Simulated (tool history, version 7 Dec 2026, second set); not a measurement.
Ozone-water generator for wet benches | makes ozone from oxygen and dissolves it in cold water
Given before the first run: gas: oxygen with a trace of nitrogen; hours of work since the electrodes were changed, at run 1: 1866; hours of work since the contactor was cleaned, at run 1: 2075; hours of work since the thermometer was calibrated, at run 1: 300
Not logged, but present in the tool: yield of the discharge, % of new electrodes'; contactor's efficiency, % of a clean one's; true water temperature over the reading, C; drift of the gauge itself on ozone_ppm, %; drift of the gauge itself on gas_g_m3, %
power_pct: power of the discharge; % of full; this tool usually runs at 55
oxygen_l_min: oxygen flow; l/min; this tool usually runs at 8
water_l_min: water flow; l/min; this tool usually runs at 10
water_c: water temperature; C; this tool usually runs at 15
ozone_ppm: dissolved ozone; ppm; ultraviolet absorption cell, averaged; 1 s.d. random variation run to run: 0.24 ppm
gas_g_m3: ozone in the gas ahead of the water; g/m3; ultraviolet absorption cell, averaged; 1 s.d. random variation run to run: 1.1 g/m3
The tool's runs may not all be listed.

run,hour,power_pct,oxygen_l_min,water_l_min,water_c,hours of work since the electrodes were changed,hours of work since the contactor was cleaned,hours of work since the thermometer was calibrated,ozone_ppm,gas_g_m3
1,0,55,8,10,15,1866,2075,300,34.9,183.6
2,145.7,55,8,10,15,1971,2180,406,34.6,183.6
3,243.3,55,8,10,15,2042,2251,476,34.4,182.7
4,366.1,55,8,13,15,2131,2340,565,29.8,181.7
5,473.9,55,8,8,15,2209,2418,643,38.3,182.8
6,654.7,55,8,8,15,2340,2548,774,38.3,182.1
7,778.9,55,8,8,15,2430,2638,864,38.1,180.4
8,959,55,8,10,15,2560,2769,994,33.7,182.3
9,1055.2,55,8,10,15,2630,2838,1064,33.8,179.9
10,1263.8,89,8,10,15,2780,2989,1215,50.7,268.5
# hour 1284.1: water thermometer calibrated
11,1360.9,89,8,10,15,2850,3059,56,50.1,267.6
12,1450.3,89,8,10,15,2915,3124,120,50.4,267.2
13,1579.7,89,8,10,15,3009,3218,214,49.6,264

Expected results for the next run?
14,1719.7,89,8,10,15,3110,3319,315,?,?

ozone_ppm: 50.2 ppm
gas_g_m3: 265.9 g/m3
With the hidden condition absent and the run-to-run variation left alone, this run would have shown ozone_ppm 58.1 ppm, gas_g_m3 301 g/m3.
